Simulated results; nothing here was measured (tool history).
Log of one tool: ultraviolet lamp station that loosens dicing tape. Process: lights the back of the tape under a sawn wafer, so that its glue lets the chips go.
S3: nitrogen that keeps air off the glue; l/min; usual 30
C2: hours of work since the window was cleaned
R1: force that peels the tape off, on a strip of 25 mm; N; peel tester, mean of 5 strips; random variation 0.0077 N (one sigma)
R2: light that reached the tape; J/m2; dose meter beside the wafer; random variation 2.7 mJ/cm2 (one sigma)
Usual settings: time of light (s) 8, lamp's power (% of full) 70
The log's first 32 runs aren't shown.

{"run": 33, "hour": 228.1, "time of light (s)": 8, "lamp's power (% of full)": 70, "S3": 45, "hours of work of the lamp": 182, "C2": 48, "R1": 0.28, "R2": 3610}
{"run": 34, "hour": 236.0, "time of light (s)": 8, "lamp's power (% of full)": 83, "S3": 27, "hours of work of the lamp": 188, "C2": 54, "R1": 0.275, "R2": 4220}
{"run": 35, "hour": 245.6, "time of light (s)": 8, "lamp's power (% of full)": 64, "S3": 36, "hours of work of the lamp": 195, "C2": 62, "R1": 0.312, "R2": 3260}
{"run": 36, "hour": 253.1, "time of light (s)": 5, "lamp's power (% of full)": 62, "S3": 36, "hours of work of the lamp": 201, "C2": 67, "R1": 0.607, "R2": 1950}
{"run": 37, "hour": 259.0, "time of light (s)": 7, "lamp's power (% of full)": 67, "S3": 43, "hours of work of the lamp": 206, "C2": 72, "R1": 0.319, "R2": 2950}
{"run": 38, "hour": 263.9, "time of light (s)": 5, "lamp's power (% of full)": 75, "S3": 37, "hours of work of the lamp": 209, "C2": 76, "R1": 0.443, "R2": 2380}
{"run": 39, "hour": 268.7, "time of light (s)": 5, "lamp's power (% of full)": 75, "S3": 37, "hours of work of the lamp": 213, "C2": 79, "R1": 0.466, "R2": 2330}
{"run": 40, "hour": 272.8, "time of light (s)": 5, "lamp's power (% of full)": 93, "S3": 28, "hours of work of the lamp": 216, "C2": 82, "R1": 0.388, "R2": 2950}
{"run": 41, "hour": 279.4, "time of light (s)": 5, "lamp's power (% of full)": 93, "S3": 28, "hours of work of the lamp": 221, "C2": 87, "R1": 0.388, "R2": 2930}
{"run": 42, "hour": 284.2, "time of light (s)": 5, "lamp's power (% of full)": 93, "S3": 28, "hours of work of the lamp": 225, "C2": 91, "R1": 0.387, "R2": 2960}

5 ways to go on from here, each from the tool as it stands after run 42. What would each give?
{"run": "A", "hour": 288.2, "time of light (s)": 9, "lamp's power (% of full)": 93, "S3": 44, "hours of work of the lamp": 228, "C2": 94, "R1": "?", "R2": "?"}
{"run": "B", "hour": 288.2, "time of light (s)": 8, "lamp's power (% of full)": 75, "S3": 43, "hours of work of the lamp": 228, "C2": 94, "R1": "?", "R2": "?"}
{"run": "C", "hour": 288.2, "time of light (s)": 15, "lamp's power (% of full)": 92, "S3": 30, "hours of work of the lamp": 228, "C2": 94, "R1": "?", "R2": "?"}
{"run": "D", "hour": 288.2, "time of light (s)": 6, "lamp's power (% of full)": 70, "S3": 55, "hours of work of the lamp": 228, "C2": 94, "R1": "?", "R2": "?"}
{"run": "E", "hour": 288.2, "time of light (s)": 8, "lamp's power (% of full)": 70, "S3": 18, "hours of work of the lamp": 228, "C2": 94, "R1": "?", "R2": "?"}

run=A R1=0.247 R2=5230
run=B R1=0.274 R2=3770
run=C R1=0.247 R2=8700
run=D R1=0.343 R2=2640
run=E R1=0.4 R2=3520
Without the tool's hidden state the same runs would have given:
run=A R1=0.246 R2=5570
run=B R1=0.266 R2=4010
run=C R1=0.247 R2=9250
run=D R1=0.322 R2=2800
run=E R1=0.371 R2=3740

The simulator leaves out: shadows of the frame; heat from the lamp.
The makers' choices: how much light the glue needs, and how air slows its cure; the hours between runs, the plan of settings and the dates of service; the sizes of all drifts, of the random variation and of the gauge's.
